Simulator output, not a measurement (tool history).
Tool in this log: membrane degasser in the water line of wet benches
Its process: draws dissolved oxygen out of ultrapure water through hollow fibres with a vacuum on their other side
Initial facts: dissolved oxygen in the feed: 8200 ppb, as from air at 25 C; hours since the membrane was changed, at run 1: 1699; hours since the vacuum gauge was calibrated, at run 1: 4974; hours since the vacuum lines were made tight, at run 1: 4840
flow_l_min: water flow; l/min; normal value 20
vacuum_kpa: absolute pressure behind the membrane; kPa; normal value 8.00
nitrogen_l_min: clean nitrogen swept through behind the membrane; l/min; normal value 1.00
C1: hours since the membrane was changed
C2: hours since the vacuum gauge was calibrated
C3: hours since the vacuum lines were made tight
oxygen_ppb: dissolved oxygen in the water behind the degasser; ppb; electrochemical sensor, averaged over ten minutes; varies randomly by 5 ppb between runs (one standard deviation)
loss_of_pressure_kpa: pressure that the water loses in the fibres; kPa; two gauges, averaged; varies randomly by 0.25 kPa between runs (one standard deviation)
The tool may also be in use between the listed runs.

{"run": 1, "day": 0.0, "flow_l_min": 20, "vacuum_kpa": 8.0, "nitrogen_l_min": 1.0, "C1": 1699, "C2": 4974, "C3": 4840, "oxygen_ppb": 527.7, "loss_of_pressure_kpa": 65.28}
{"run": 2, "day": 1.983, "flow_l_min": 20, "vacuum_kpa": 8.0, "nitrogen_l_min": 1.0, "C1": 1746, "C2": 5021, "C3": 4887, "oxygen_ppb": 537.6, "loss_of_pressure_kpa": 65.68}
{"run": 3, "day": 3.979, "flow_l_min": 20, "vacuum_kpa": 8.0, "nitrogen_l_min": 1.0, "C1": 1794, "C2": 5069, "C3": 4935, "oxygen_ppb": 533.1, "loss_of_pressure_kpa": 65.17}
{"run": 4, "day": 4.829, "flow_l_min": 20, "vacuum_kpa": 8.0, "nitrogen_l_min": 1.0, "C1": 1815, "C2": 5090, "C3": 4956, "oxygen_ppb": 538.5, "loss_of_pressure_kpa": 65.45}
{"run": 5, "day": 6.321, "flow_l_min": 20, "vacuum_kpa": 8.0, "nitrogen_l_min": 1.0, "C1": 1850, "C2": 5125, "C3": 4992, "oxygen_ppb": 544.4, "loss_of_pressure_kpa": 65.56}
{"run": 6, "day": 7.596, "flow_l_min": 20, "vacuum_kpa": 8.0, "nitrogen_l_min": 1.0, "C1": 1881, "C2": 5156, "C3": 5022, "oxygen_ppb": 536.1, "loss_of_pressure_kpa": 65.41}
{"run": 7, "day": 9.267, "flow_l_min": 20, "vacuum_kpa": 8.0, "nitrogen_l_min": 1.0, "C1": 1921, "C2": 5196, "C3": 5062, "oxygen_ppb": 545.6, "loss_of_pressure_kpa": 65.67}
{"run": 8, "day": 11.229, "flow_l_min": 20, "vacuum_kpa": 8.0, "nitrogen_l_min": 1.0, "C1": 1968, "C2": 5243, "C3": 5109, "oxygen_ppb": 535.9, "loss_of_pressure_kpa": 66.01}
{"run": 9, "day": 13.275, "flow_l_min": 20, "vacuum_kpa": 8.0, "nitrogen_l_min": 1.0, "C1": 2017, "C2": 5292, "C3": 5158, "oxygen_ppb": 537.3, "loss_of_pressure_kpa": 65.45}
{"run": 10, "day": 14.779, "flow_l_min": 20, "vacuum_kpa": 8.0, "nitrogen_l_min": 1.0, "C1": 2053, "C2": 5328, "C3": 5195, "oxygen_ppb": 534.9, "loss_of_pressure_kpa": 65.62}
{"run": 11, "day": 16.85, "flow_l_min": 20, "vacuum_kpa": 8.0, "nitrogen_l_min": 1.0, "C1": 2103, "C2": 5378, "C3": 5244, "oxygen_ppb": 535.8, "loss_of_pressure_kpa": 65.23}
{"day": 17.029, "done": "vacuum gauge calibrated"}
{"run": 12, "day": 18.254, "flow_l_min": 20, "vacuum_kpa": 8.0, "nitrogen_l_min": 1.0, "C1": 2136, "C2": 29, "C3": 5277, "oxygen_ppb": 549.3, "loss_of_pressure_kpa": 65.78}
{"run": 13, "day": 19.542, "flow_l_min": 20, "vacuum_kpa": 8.0, "nitrogen_l_min": 1.0, "C1": 2167, "C2": 60, "C3": 5308, "oxygen_ppb": 545.0, "loss_of_pressure_kpa": 65.67}
{"run": 14, "day": 20.833, "flow_l_min": 20, "vacuum_kpa": 8.0, "nitrogen_l_min": 1.0, "C1": 2198, "C2": 91, "C3": 5339, "oxygen_ppb": 552.0, "loss_of_pressure_kpa": 65.68}
{"day": 22.083, "done": "vacuum gauge calibrated, once more"}
{"run": 15, "day": 22.229, "flow_l_min": 20, "vacuum_kpa": 8.0, "nitrogen_l_min": 1.0, "C1": 2231, "C2": 4, "C3": 5372, "oxygen_ppb": 525.7, "loss_of_pressure_kpa": 65.68}
{"run": 16, "day": 23.925, "flow_l_min": 20, "vacuum_kpa": 8.0, "nitrogen_l_min": 1.0, "C1": 2272, "C2": 44, "C3": 5413, "oxygen_ppb": 518.9, "loss_of_pressure_kpa": 65.75}
{"run": 17, "day": 24.921, "flow_l_min": 20, "vacuum_kpa": 8.0, "nitrogen_l_min": 1.0, "C1": 2296, "C2": 68, "C3": 5437, "oxygen_ppb": 528.2, "loss_of_pressure_kpa": 66.29}
{"run": 18, "day": 26.442, "flow_l_min": 31, "vacuum_kpa": 5.95, "nitrogen_l_min": 0.51, "C1": 2332, "C2": 105, "C3": 5474, "oxygen_ppb": 774.9, "loss_of_pressure_kpa": 101.85}
{"run": 19, "day": 28.096, "flow_l_min": 20, "vacuum_kpa": 8.05, "nitrogen_l_min": 0.6, "C1": 2372, "C2": 144, "C3": 5513, "oxygen_ppb": 624.5, "loss_of_pressure_kpa": 65.77}
{"run": 20, "day": 29.562, "flow_l_min": 20, "vacuum_kpa": 8.0, "nitrogen_l_min": 0.69, "C1": 2407, "C2": 180, "C3": 5548, "oxygen_ppb": 595.1, "loss_of_pressure_kpa": 65.59}
{"run": 21, "day": 30.654, "flow_l_min": 24, "vacuum_kpa": 4.82, "nitrogen_l_min": 0.86, "C1": 2433, "C2": 206, "C3": 5575, "oxygen_ppb": 482.2, "loss_of_pressure_kpa": 79.62}
{"run": 22, "day": 31.696, "flow_l_min": 31, "vacuum_kpa": 8.0, "nitrogen_l_min": 0.71, "C1": 2458, "C2": 231, "C3": 5600, "oxygen_ppb": 884.6, "loss_of_pressure_kpa": 101.98}
{"run": 23, "day": 33.475, "flow_l_min": 30, "vacuum_kpa": 12.0, "nitrogen_l_min": 0.71, "C1": 2501, "C2": 273, "C3": 5642, "oxygen_ppb": 1118.4, "loss_of_pressure_kpa": 98.5}
{"run": 24, "day": 34.783, "flow_l_min": 30, "vacuum_kpa": 12.0, "nitrogen_l_min": 0.71, "C1": 2533, "C2": 305, "C3": 5674, "oxygen_ppb": 1113.6, "loss_of_pressure_kpa": 98.65}
{"run": 25, "day": 36.208, "flow_l_min": 20, "vacuum_kpa": 9.42, "nitrogen_l_min": 1.0, "C1": 2567, "C2": 339, "C3": 5708, "oxygen_ppb": 595.2, "loss_of_pressure_kpa": 66.03}
{"run": 26, "day": 37.204, "flow_l_min": 20, "vacuum_kpa": 6.27, "nitrogen_l_min": 1.01, "C1": 2591, "C2": 363, "C3": 5732, "oxygen_ppb": 452.6, "loss_of_pressure_kpa": 65.88}
{"run": 27, "day": 38.112, "flow_l_min": 24, "vacuum_kpa": 12.46, "nitrogen_l_min": 1.0, "C1": 2612, "C2": 385, "C3": 5754, "oxygen_ppb": 848.1, "loss_of_pressure_kpa": 79.17}
{"run": 28, "day": 40.129, "flow_l_min": 24, "vacuum_kpa": 12.46, "nitrogen_l_min": 1.0, "C1": 2661, "C2": 433, "C3": 5802, "oxygen_ppb": 822.7, "loss_of_pressure_kpa": 79.42}
{"run": 29, "day": 41.254, "flow_l_min": 24, "vacuum_kpa": 12.46, "nitrogen_l_min": 1.0, "C1": 2688, "C2": 460, "C3": 5829, "oxygen_ppb": 846.5, "loss_of_pressure_kpa": 79.44}
{"run": 30, "day": 42.621, "flow_l_min": 15, "vacuum_kpa": 5.31, "nitrogen_l_min": 1.0, "C1": 2721, "C2": 493, "C3": 5862, "oxygen_ppb": 309.6, "loss_of_pressure_kpa": 49.51}
{"run": 31, "day": 44.254, "flow_l_min": 17, "vacuum_kpa": 17.14, "nitrogen_l_min": 1.97, "C1": 2760, "C2": 532, "C3": 5901, "oxygen_ppb": 554.4, "loss_of_pressure_kpa": 55.83}
{"run": 32, "day": 45.804, "flow_l_min": 25, "vacuum_kpa": 13.07, "nitrogen_l_min": 1.18, "C1": 2797, "C2": 569, "C3": 5938, "oxygen_ppb": 830.4, "loss_of_pressure_kpa": 82.27}
{"run": 33, "day": 46.875, "flow_l_min": 25, "vacuum_kpa": 13.07, "nitrogen_l_min": 1.18, "C1": 2823, "C2": 595, "C3": 5964, "oxygen_ppb": 817.8, "loss_of_pressure_kpa": 82.23}

Results for each run, recomputed without the tool's hidden state and with each run's random variation untouched:
The tool's hidden condition here consists of: membrane still open, %; true pressure behind the membrane over the reading, kPa; air that leaks in behind the membrane, l/min; drift of the gauge itself on oxygen_ppb, %; drift of the gauge itself on loss_of_pressure_kpa, %.
run=1 oxygen_ppb=493.9 loss_of_pressure_kpa=64.55
run=2 oxygen_ppb=502.7 loss_of_pressure_kpa=64.93
run=3 oxygen_ppb=498.0 loss_of_pressure_kpa=64.39
run=4 oxygen_ppb=502.8 loss_of_pressure_kpa=64.67
run=5 oxygen_ppb=508.0 loss_of_pressure_kpa=64.75
run=6 oxygen_ppb=499.8 loss_of_pressure_kpa=64.60
run=7 oxygen_ppb=508.2 loss_of_pressure_kpa=64.83
run=8 oxygen_ppb=498.7 loss_of_pressure_kpa=65.15
run=9 oxygen_ppb=499.5 loss_of_pressure_kpa=64.57
run=10 oxygen_ppb=496.9 loss_of_pressure_kpa=64.73
run=11 oxygen_ppb=497.2 loss_of_pressure_kpa=64.32
run=12 oxygen_ppb=499.4 loss_of_pressure_kpa=64.84
run=13 oxygen_ppb=495.2 loss_of_pressure_kpa=64.72
run=14 oxygen_ppb=501.2 loss_of_pressure_kpa=64.72
run=15 oxygen_ppb=506.0 loss_of_pressure_kpa=64.70
run=16 oxygen_ppb=499.0 loss_of_pressure_kpa=64.75
run=17 oxygen_ppb=507.7 loss_of_pressure_kpa=65.28
run=18 oxygen_ppb=756.1 loss_of_pressure_kpa=100.27
run=19 oxygen_ppb=605.3 loss_of_pressure_kpa=64.73
run=20 oxygen_ppb=574.4 loss_of_pressure_kpa=64.53
run=21 oxygen_ppb=461.4 loss_of_pressure_kpa=78.33
run=22 oxygen_ppb=861.1 loss_of_pressure_kpa=100.31
run=23 oxygen_ppb=1094.8 loss_of_pressure_kpa=96.86
run=24 oxygen_ppb=1089.6 loss_of_pressure_kpa=96.98
run=25 oxygen_ppb=569.9 loss_of_pressure_kpa=64.90
run=26 oxygen_ppb=430.6 loss_of_pressure_kpa=64.74
run=27 oxygen_ppb=818.6 loss_of_pressure_kpa=77.79
run=28 oxygen_ppb=793.5 loss_of_pressure_kpa=78.01
run=29 oxygen_ppb=816.1 loss_of_pressure_kpa=78.01
run=30 oxygen_ppb=290.2 loss_of_pressure_kpa=48.61
run=31 oxygen_ppb=523.4 loss_of_pressure_kpa=54.80
run=32 oxygen_ppb=798.2 loss_of_pressure_kpa=80.74
run=33 oxygen_ppb=785.8 loss_of_pressure_kpa=80.69
